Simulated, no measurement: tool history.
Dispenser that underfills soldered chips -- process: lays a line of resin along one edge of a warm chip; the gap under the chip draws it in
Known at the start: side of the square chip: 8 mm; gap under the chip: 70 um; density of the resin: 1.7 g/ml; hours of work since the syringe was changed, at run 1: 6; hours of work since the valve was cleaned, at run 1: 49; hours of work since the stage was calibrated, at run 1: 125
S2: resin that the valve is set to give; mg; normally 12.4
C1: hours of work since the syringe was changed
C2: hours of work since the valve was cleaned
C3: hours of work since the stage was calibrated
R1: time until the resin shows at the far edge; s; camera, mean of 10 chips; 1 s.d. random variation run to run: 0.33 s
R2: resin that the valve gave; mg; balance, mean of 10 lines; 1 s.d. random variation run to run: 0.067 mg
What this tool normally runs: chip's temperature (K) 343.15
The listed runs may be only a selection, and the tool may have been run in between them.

{"run": 1, "hour": 0.0, "chip's temperature (K)": 343.15, "S2": 12.4, "C1": 6, "C2": 49, "C3": 125, "R1": 20.5, "R2": 12.11}
{"hour": 4.7, "done": "new syringe of resin"}
{"run": 2, "hour": 7.2, "chip's temperature (K)": 343.15, "S2": 12.4, "C1": 2, "C2": 54, "C3": 129, "R1": 15.8, "R2": 12.17}
{"run": 3, "hour": 13.5, "chip's temperature (K)": 343.15, "S2": 12.4, "C1": 6, "C2": 58, "C3": 134, "R1": 20.2, "R2": 11.97}
{"hour": 17.9, "done": "new syringe of resin"}
{"run": 4, "hour": 22.1, "chip's temperature (K)": 343.15, "S2": 12.4, "C1": 3, "C2": 63, "C3": 139, "R1": 17.4, "R2": 11.97}
{"run": 5, "hour": 28.2, "chip's temperature (K)": 343.15, "S2": 12.4, "C1": 7, "C2": 67, "C3": 143, "R1": 20.7, "R2": 11.98}
{"hour": 31.2, "done": "new syringe of resin"}
{"run": 6, "hour": 37.6, "chip's temperature (K)": 343.15, "S2": 13.6, "C1": 4, "C2": 73, "C3": 149, "R1": 17.9, "R2": 13.1}
{"hour": 44.7, "done": "new syringe of resin"}
{"run": 7, "hour": 47.3, "chip's temperature (K)": 343.15, "S2": 13.6, "C1": 2, "C2": 79, "C3": 155, "R1": 16.1, "R2": 12.94}
{"run": 8, "hour": 52.9, "chip's temperature (K)": 343.15, "S2": 13.6, "C1": 5, "C2": 83, "C3": 159, "R1": 19.8, "R2": 13.04}
{"hour": 58.6, "done": "new syringe of resin"}
{"run": 9, "hour": 63.8, "chip's temperature (K)": 343.15, "S2": 11.2, "C1": 3, "C2": 90, "C3": 166, "R1": 18.4, "R2": 10.59}
{"run": 10, "hour": 68.7, "chip's temperature (K)": 343.15, "S2": 12.4, "C1": 7, "C2": 93, "C3": 169, "R1": 22.2, "R2": 11.72}
{"hour": 72.4, "done": "new syringe of resin"}
{"run": 11, "hour": 79.9, "chip's temperature (K)": 343.15, "S2": 15.1, "C1": 5, "C2": 100, "C3": 176, "R1": 19.0, "R2": 14.19}
{"hour": 85.7, "done": "new syringe of resin"}
{"run": 12, "hour": 89.4, "chip's temperature (K)": 343.15, "S2": 15.1, "C1": 2, "C2": 106, "C3": 182, "R1": 16.6, "R2": 14.26}
{"run": 13, "hour": 94.1, "chip's temperature (K)": 343.15, "S2": 15.1, "C1": 5, "C2": 109, "C3": 185, "R1": 19.8, "R2": 14.3}
{"hour": 98.8, "done": "new syringe of resin"}
{"run": 14, "hour": 105.0, "chip's temperature (K)": 343.15, "S2": 15.1, "C1": 4, "C2": 116, "C3": 192, "R1": 18.7, "R2": 14.07}
{"hour": 112.3, "done": "new syringe of resin"}
{"run": 15, "hour": 113.1, "chip's temperature (K)": 343.15, "S2": 15.1, "C1": 1, "C2": 121, "C3": 197, "R1": 14.7, "R2": 14.15}
{"run": 16, "hour": 123.0, "chip's temperature (K)": 355.15, "S2": 13.2, "C1": 7, "C2": 127, "C3": 203, "R1": 13.2, "R2": 12.24}
{"hour": 124.7, "done": "dispensing valve cleaned and set on the balance"}
{"hour": 126.7, "done": "new syringe of resin"}
{"run": 17, "hour": 135.1, "chip's temperature (K)": 356.15, "S2": 15.3, "C1": 5, "C2": 7, "C3": 210, "R1": 12.2, "R2": 15.22}
{"hour": 140.5, "done": "new syringe of resin"}
{"run": 18, "hour": 141.9, "chip's temperature (K)": 341.15, "S2": 12.4, "C1": 1, "C2": 11, "C3": 215, "R1": 16.9, "R2": 12.26}
{"run": 19, "hour": 149.3, "chip's temperature (K)": 343.15, "S2": 11.3, "C1": 6, "C2": 16, "C3": 219, "R1": 20.7, "R2": 11.19}
{"hour": 153.5, "done": "new syringe of resin"}
{"run": 20, "hour": 159.0, "chip's temperature (K)": 339.15, "S2": 13.2, "C1": 4, "C2": 22, "C3": 226, "R1": 21.6, "R2": 12.88}
{"run": 21, "hour": 163.9, "chip's temperature (K)": 341.15, "S2": 10.7, "C1": 7, "C2": 25, "C3": 229, "R1": 23.9, "R2": 10.45}
{"hour": 166.7, "done": "new syringe of resin"}
{"run": 22, "hour": 172.8, "chip's temperature (K)": 353.15, "S2": 15.3, "C1": 4, "C2": 31, "C3": 234, "R1": 12.2, "R2": 15.03}
{"hour": 180.6, "done": "new syringe of resin"}
{"run": 23, "hour": 182.3, "chip's temperature (K)": 342.15, "S2": 14.1, "C1": 1, "C2": 37, "C3": 240, "R1": 16.8, "R2": 13.75}
{"run": 24, "hour": 187.3, "chip's temperature (K)": 342.15, "S2": 14.1, "C1": 4, "C2": 40, "C3": 244, "R1": 19.9, "R2": 13.78}
{"hour": 193.7, "done": "new syringe of resin"}
{"run": 25, "hour": 193.7, "chip's temperature (K)": 342.15, "S2": 14.9, "C1": 0, "C2": 44, "C3": 247, "R1": 15.6, "R2": 14.55}
{"run": 26, "hour": 200.5, "chip's temperature (K)": 355.15, "S2": 13.2, "C1": 4, "C2": 48, "C3": 252, "R1": 12.4, "R2": 12.89}
{"hour": 207.1, "done": "new syringe of resin"}
{"run": 27, "hour": 210.4, "chip's temperature (K)": 355.15, "S2": 13.2, "C1": 2, "C2": 54, "C3": 258, "R1": 10.6, "R2": 12.68}
{"hour": 221.0, "done": "new syringe of resin"}
{"run": 28, "hour": 221.4, "chip's temperature (K)": 335.15, "S2": 12.4, "C1": 0, "C2": 61, "C3": 265, "R1": 20.9, "R2": 11.96}
{"run": 29, "hour": 228.1, "chip's temperature (K)": 332.15, "S2": 11.5, "C1": 5, "C2": 66, "C3": 270, "R1": 32.0, "R2": 10.99}
{"hour": 234.4, "done": "new syringe of resin"}
{"run": 30, "hour": 236.7, "chip's temperature (K)": 347.15, "S2": 14.6, "C1": 2, "C2": 71, "C3": 275, "R1": 14.5, "R2": 13.9}

Each row is a separate what-if for the run after 30, all from the same tool condition, not one after another. Results?
{"run": "A", "hour": 241.4, "chip's temperature (K)": 354.15, "S2": 10.7, "C1": 5, "C2": 74, "C3": 278, "R1": "?", "R2": "?"}
{"run": "B", "hour": 241.4, "chip's temperature (K)": 335.15, "S2": 11.8, "C1": 5, "C2": 74, "C3": 278, "R1": "?", "R2": "?"}
{"run": "C", "hour": 241.4, "chip's temperature (K)": 339.15, "S2": 11.5, "C1": 5, "C2": 74, "C3": 278, "R1": "?", "R2": "?"}
{"run": "D", "hour": 241.4, "chip's temperature (K)": 353.15, "S2": 14.6, "C1": 5, "C2": 74, "C3": 278, "R1": "?", "R2": "?"}
{"run": "E", "hour": 241.4, "chip's temperature (K)": 352.15, "S2": 14.6, "C1": 5, "C2": 74, "C3": 278, "R1": "?", "R2": "?"}

run=A R1=12.6 R2=10.24
run=B R1=27.9 R2=11.24
run=C R1=23.5 R2=11.06
run=D R1=12.9 R2=13.86
run=E R1=13.4 R2=14.02
What these runs would have given with no unlogged condition in the tool:
run=A R1=8.8 R2=10.73
run=B R1=19.7 R2=11.78
run=C R1=16.6 R2=11.58
run=D R1=9.2 R2=14.53
run=E R1=9.5 R2=14.69
